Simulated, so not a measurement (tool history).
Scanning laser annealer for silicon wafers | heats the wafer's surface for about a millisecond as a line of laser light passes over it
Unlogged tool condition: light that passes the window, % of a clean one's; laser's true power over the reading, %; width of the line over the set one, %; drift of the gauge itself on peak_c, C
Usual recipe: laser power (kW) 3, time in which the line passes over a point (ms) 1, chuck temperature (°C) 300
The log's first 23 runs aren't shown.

run	day	laser power (kW)	time in which the line passes over a point (ms)	chuck temperature (°C)	hours of work since the window was cleaned	hours of work since the power meter was calibrated	hours of work since the optics were aligned	highest temperature of the surface (°C)
24	10.35	3.247	0.86	324	91	178	976	1052
25	10.958	2.92	1.11	300	98	186	984	1032
26	11.546	3.071	1.11	307	105	193	991	1079
27	11.921	3.188	1	266	110	198	995	1029
28	12.329	3.057	0.84	318	115	203	1001	998
29	12.604	2.721	0.89	262	119	206	1004	882
30	13.012	3	1	287	124	211	1009	1004
31	13.6	3	1	287	131	218	1016	1005
32	14.179	2.901	1	333	138	226	1023	1025
33	14.583	3.223	1.14	285	143	231	1029	1101
34	14.962	2.576	1	278	148	235	1033	901
35	15.271	2.56	1	300	152	239	1037	916
36	15.608	3	1.18	315	156	243	1041	1085
37	15.888	3	1.25	300	159	247	1045	1092
38	16.188	3	1.25	300	163	251	1048	1092
39	16.65	3	1.25	300	169	256	1054	1088
40	16.971	3	1.25	300	173	260	1058	1092
41	17.438	3	1.25	300	179	266	1064	1094

4 options for the next run, each taken on its own from the tool as it stands now. Forecast them:
A	18.05	3	1.24	300	186	274	1072	?
B	18.05	3	1.25	260	186	274	1072	?
C	18.05	3	1.15	269	186	274	1072	?
D	18.05	2.983	1.25	335	186	274	1072	?

run	highest temperature of the surface (°C)
A	1089
B	1050
C	1030
D	1122
Had the tool no hidden state, the same runs would have come out as:
run	highest temperature of the surface (°C)
A	1102
B	1063
C	1043
D	1135
